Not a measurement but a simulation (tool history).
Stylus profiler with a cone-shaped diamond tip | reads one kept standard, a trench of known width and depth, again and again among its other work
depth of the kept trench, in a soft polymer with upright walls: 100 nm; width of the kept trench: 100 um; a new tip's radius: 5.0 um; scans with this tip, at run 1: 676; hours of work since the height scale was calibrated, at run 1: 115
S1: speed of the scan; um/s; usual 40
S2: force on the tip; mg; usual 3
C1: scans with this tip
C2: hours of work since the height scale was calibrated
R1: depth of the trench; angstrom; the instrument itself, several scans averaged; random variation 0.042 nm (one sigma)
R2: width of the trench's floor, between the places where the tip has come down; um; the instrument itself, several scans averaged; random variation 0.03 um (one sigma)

Run 1, hour 0: usual settings; C1 676; C2 115. Result: R1 1012.2 angstrom, R2 97.93 um.
Run 2, hour 8.6: usual settings but S2 1.95 mg; C1 705; C2 119. Result: R1 1009.5 angstrom, R2 97.83 um.
Run 3, hour 17.5: usual settings but S2 1.95 mg; C1 735; C2 125. Result: R1 1009.9 angstrom, R2 97.83 um.
Run 4, hour 28.2: usual settings but S2 1.95 mg; C1 771; C2 131. Result: R1 1009.4 angstrom, R2 97.8 um.
Run 5, hour 38.1: usual settings but S1 19 um/s, S2 1.95 mg; C1 805; C2 136. Result: R1 1009.6 angstrom, R2 97.93 um.
Run 6, hour 48.6: usual settings but S1 19 um/s, S2 1.95 mg; C1 840; C2 142. Result: R1 1009.8 angstrom, R2 97.86 um.
Run 7, hour 64.6: usual settings but S1 19 um/s, S2 4.88 mg; C1 894; C2 151. Result: R1 1017.9 angstrom, R2 97.91 um.
Run 8, hour 80.5: usual settings but S1 19 um/s, S2 4.88 mg; C1 948; C2 160. Result: R1 1018 angstrom, R2 97.91 um.
Run 9, hour 88.6: usual settings but S2 3.22 mg; C1 975; C2 165. Result: R1 1013.8 angstrom, R2 97.82 um.
Run 10, hour 103.5: usual settings but S2 3.22 mg; C1 1025; C2 174. Result: R1 1013 angstrom, R2 97.8 um.
Run 11, hour 113.6: usual settings; C1 1059; C2 179. Result: R1 1012.4 angstrom, R2 97.82 um.
Run 12, hour 128.9: usual settings; C1 1111; C2 188. Result: R1 1012.5 angstrom, R2 97.79 um.
Run 13, hour 135.6: usual settings but S1 67 um/s; C1 1133; C2 192. Result: R1 1012.4 angstrom, R2 97.77 um.
Run 14, hour 147.4: usual settings but S2 5.47 mg; C1 1173; C2 199. Result: R1 1019.5 angstrom, R2 97.88 um.
Run 15, hour 160: usual settings but S2 5.47 mg; C1 1216; C2 206. Result: R1 1019.1 angstrom, R2 97.83 um.
Run 16, hour 172.8: usual settings but S1 152 um/s, S2 5.47 mg; C1 1259; C2 213. Result: R1 1020 angstrom, R2 97.64 um.
Run 17, hour 185: usual settings but S1 152 um/s, S2 5.47 mg; C1 1300; C2 220. Result: R1 1018.7 angstrom, R2 97.62 um.
Run 18, hour 195: usual settings but S1 83 um/s, S2 5.47 mg; C1 1334; C2 226. Result: R1 1020.5 angstrom, R2 97.78 um.
Run 19, hour 208.5: usual settings; C1 1379; C2 233. Result: R1 1012.3 angstrom, R2 97.78 um.
Run 20, hour 223.2: usual settings; C1 1429; C2 242. Result: R1 1012.5 angstrom, R2 97.79 um.
Run 21, hour 233.3: usual settings; C1 1463; C2 248. Result: R1 1012.7 angstrom, R2 97.78 um.
Run 22, hour 244: usual settings; C1 1499; C2 254. Result: R1 1012.9 angstrom, R2 97.79 um.
Run 23, hour 259.8: usual settings; C1 1552; C2 263. Result: R1 1012.2 angstrom, R2 97.75 um.
Run 24, hour 266.6: usual settings but S1 110 um/s; C1 1575; C2 267. Result: R1 1012.8 angstrom, R2 97.65 um.
Run 25, hour 282.9: usual settings but S1 18 um/s, S2 8.26 mg; C1 1630; C2 276. Result: R1 1025.7 angstrom, R2 97.88 um.
Run 26, hour 295.3: usual settings but S1 75 um/s, S2 5.78 mg; C1 1672; C2 283. Result: R1 1020.3 angstrom, R2 97.72 um.
Run 27, hour 310: usual settings but S1 16 um/s, S2 1.79 mg; C1 1721; C2 291. Result: R1 1009.6 angstrom, R2 97.83 um.
Run 28, hour 318.1: usual settings but S1 110 um/s, S2 1.11 mg; C1 1748; C2 296. Result: R1 1006.6 angstrom, R2 97.4 um.
Run 29, hour 334.3: usual settings but S1 110 um/s, S2 1.11 mg; C1 1803; C2 305. Result: R1 1006.5 angstrom, R2 97.42 um.
Run 30, hour 343.6: usual settings but S1 110 um/s, S2 1.11 mg; C1 1834; C2 310. Result: R1 1006.4 angstrom, R2 97.46 um.
Run 31, hour 354: usual settings but S1 79 um/s, S2 1.56 mg; C1 1870; C2 316. Result: R1 1008.3 angstrom, R2 97.6 um.
Run 32, hour 368.5: usual settings but S1 49 um/s, S2 6.22 mg; C1 1919; C2 325. Result: R1 1021.6 angstrom, R2 97.77 um.
Run 33, hour 377.6: usual settings but S1 113 um/s, S2 3.7 mg; C1 1949; C2 330. Result: R1 1014.3 angstrom, R2 97.56 um.
Run 34, hour 390.5: usual settings but S1 113 um/s, S2 3.7 mg; C1 1993; C2 337. Result: R1 1014.9 angstrom, R2 97.54 um.
Run 35, hour 402.7: usual settings but S1 110 um/s, S2 4.24 mg; C1 2034; C2 344. Result: R1 1016.6 angstrom, R2 97.59 um.
Run 36, hour 416: usual settings but S1 110 um/s, S2 4.24 mg; C1 2079; C2 352. Result: R1 1016.5 angstrom, R2 97.62 um.
Run 37, hour 429.9: usual settings but S1 28 um/s, S2 4.24 mg; C1 2125; C2 360. Result: R1 1016.1 angstrom, R2 97.79 um.
Run 38, hour 444.5: usual settings but S1 17 um/s, S2 1.82 mg; C1 2175; C2 368. Result: R1 1009.5 angstrom, R2 97.76 um.
Run 39, hour 452.3: usual settings but S1 28 um/s, S2 1.23 mg; C1 2201; C2 373. Result: R1 1005.2 angstrom, R2 97.7 um.
Run 40, hour 459.8: usual settings but S1 28 um/s, S2 2.42 mg; C1 2226; C2 377. Result: R1 1011.3 angstrom, R2 97.82 um.
Run 41, hour 471.5: usual settings but S1 28 um/s, S2 2.42 mg; C1 2266; C2 383. Result: R1 1010.8 angstrom, R2 97.74 um.
Run 42, hour 480.2: usual settings but S1 28 um/s, S2 2.42 mg; C1 2295; C2 388. Result: R1 1010.7 angstrom, R2 97.74 um.

4 ways to go on from here, each from the tool as it stands after run 42. What would each give?
Run A, hour 487.2: usual settings but S2 1.68 mg; C1 2319; C2 392. Result: R1 ?, R2 ?.
Run B, hour 487.2: usual settings but S2 2.83 mg; C1 2319; C2 392. Result: R1 ?, R2 ?.
Run C, hour 487.2: usual settings but S1 19 um/s, S2 1.86 mg; C1 2319; C2 392. Result: R1 ?, R2 ?.
Run D, hour 487.2: usual settings but S1 28 um/s, S2 3.26 mg; C1 2319; C2 392. Result: R1 ?, R2 ?.

run      R1     R2
  A  1009.2  97.71
  B  1012.7  97.73
  C  1008.9  97.77
  D    1014  97.75
Without the tool's hidden state the same runs would have given:
run      R1     R2
  A  1010.2  97.91
  B  1013.7  97.92
  C  1009.9  97.96
  D    1015  97.94

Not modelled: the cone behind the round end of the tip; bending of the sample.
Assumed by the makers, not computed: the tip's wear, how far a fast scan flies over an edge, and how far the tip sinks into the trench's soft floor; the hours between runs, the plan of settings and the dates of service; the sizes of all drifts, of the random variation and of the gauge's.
